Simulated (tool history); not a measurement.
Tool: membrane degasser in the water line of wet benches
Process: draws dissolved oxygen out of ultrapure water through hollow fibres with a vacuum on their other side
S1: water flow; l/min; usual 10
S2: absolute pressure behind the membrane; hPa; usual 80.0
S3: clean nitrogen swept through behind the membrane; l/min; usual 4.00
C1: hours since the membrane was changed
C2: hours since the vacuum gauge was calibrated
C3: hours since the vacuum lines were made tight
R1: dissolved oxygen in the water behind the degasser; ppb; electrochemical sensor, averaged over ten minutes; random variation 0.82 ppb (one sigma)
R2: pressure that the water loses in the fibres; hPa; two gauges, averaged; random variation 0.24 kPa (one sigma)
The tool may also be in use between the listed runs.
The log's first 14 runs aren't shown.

run 15 day=60.308 | S1=10 S2=80.0 S3=2.86 | C1=5557 C2=3162 C3=5140 | R1=88.0 R2=610.5
run 16 day=66.204 | S1=10 S2=80.0 S3=4.00 | C1=5698 C2=3303 C3=5281 | R1=77.0 R2=605.8
run 17 day=70.621 | S1=16 S2=80.0 S3=4.00 | C1=5804 C2=3409 C3=5387 | R1=256.5 R2=971.0
run 18 day=75.646 | S1=16 S2=80.0 S3=4.00 | C1=5925 C2=3530 C3=5508 | R1=258.0 R2=969.9
run 19 day=80.238 | S1=16 S2=80.0 S3=8.76 | C1=6035 C2=3640 C3=5618 | R1=230.9 R2=976.2
run 20 day=85.162 | S1=10 S2=80.0 S3=1.83 | C1=6153 C2=3758 C3=5736 | R1=108.9 R2=606.4
run 21 day=88.592 | S1=10 S2=83.5 S3=2.22 | C1=6236 C2=3841 C3=5818 | R1=102.7 R2=609.1
run 22 day=93.100 | S1=10 S2=123.1 S3=4.00 | C1=6344 C2=3949 C3=5927 | R1=103.0 R2=606.6
-- day=95.738 vacuum gauge calibrated
run 23 day=97.333 | S1=11 S2=163.3 S3=4.85 | C1=6445 C2=38 C3=6028 | R1=140.6 R2=666.7
run 24 day=101.100 | S1=11 S2=74.1 S3=4.96 | C1=6535 C2=129 C3=6118 | R1=89.9 R2=669.2
run 25 day=105.267 | S1=11 S2=74.1 S3=4.96 | C1=6635 C2=229 C3=6218 | R1=89.4 R2=665.3
run 26 day=109.588 | S1=7 S2=80.0 S3=1.73 | C1=6739 C2=332 C3=6322 | R1=57.6 R2=422.3
run 27 day=115.775 | S1=10 S2=154.4 S3=6.55 | C1=6888 C2=481 C3=6470 | R1=93.9 R2=605.9
run 28 day=121.083 | S1=16 S2=166.3 S3=3.41 | C1=7015 C2=608 C3=6598 | R1=356.7 R2=962.1
run 29 day=126.429 | S1=7 S2=56.2 S3=5.73 | C1=7143 C2=737 C3=6726 | R1=18.0 R2=419.7
run 30 day=129.171 | S1=7 S2=56.2 S3=4.36 | C1=7209 C2=802 C3=6792 | R1=19.3 R2=421.2
run 31 day=132.638 | S1=7 S2=56.2 S3=4.36 | C1=7292 C2=886 C3=6875 | R1=20.2 R2=427.9
run 32 day=137.433 | S1=7 S2=56.2 S3=4.36 | C1=7407 C2=1001 C3=6990 | R1=20.4 R2=424.0
run 33 day=143.304 | S1=7 S2=56.2 S3=4.36 | C1=7548 C2=1142 C3=7131 | R1=19.6 R2=423.0

Forecast each of these 3 alternatives for the next run:
run A day=147.079 | S1=6 S2=53.0 S3=1.62 | C1=7639 C2=1232 C3=7222 | R1=? R2=?
run B day=147.079 | S1=14 S2=94.9 S3=2.21 | C1=7639 C2=1232 C3=7222 | R1=? R2=?
run C day=147.079 | S1=7 S2=70.7 S3=4.63 | C1=7639 C2=1232 C3=7222 | R1=? R2=?

run=A R1=23.9 R2=362.5
run=B R1=241.2 R2=842.3
run=C R1=24.5 R2=416.4
Without the tool's hidden state the same runs would have given:
run=A R1=23.9 R2=370.6
run=B R1=240.9 R2=861.2
run=C R1=24.4 R2=425.8
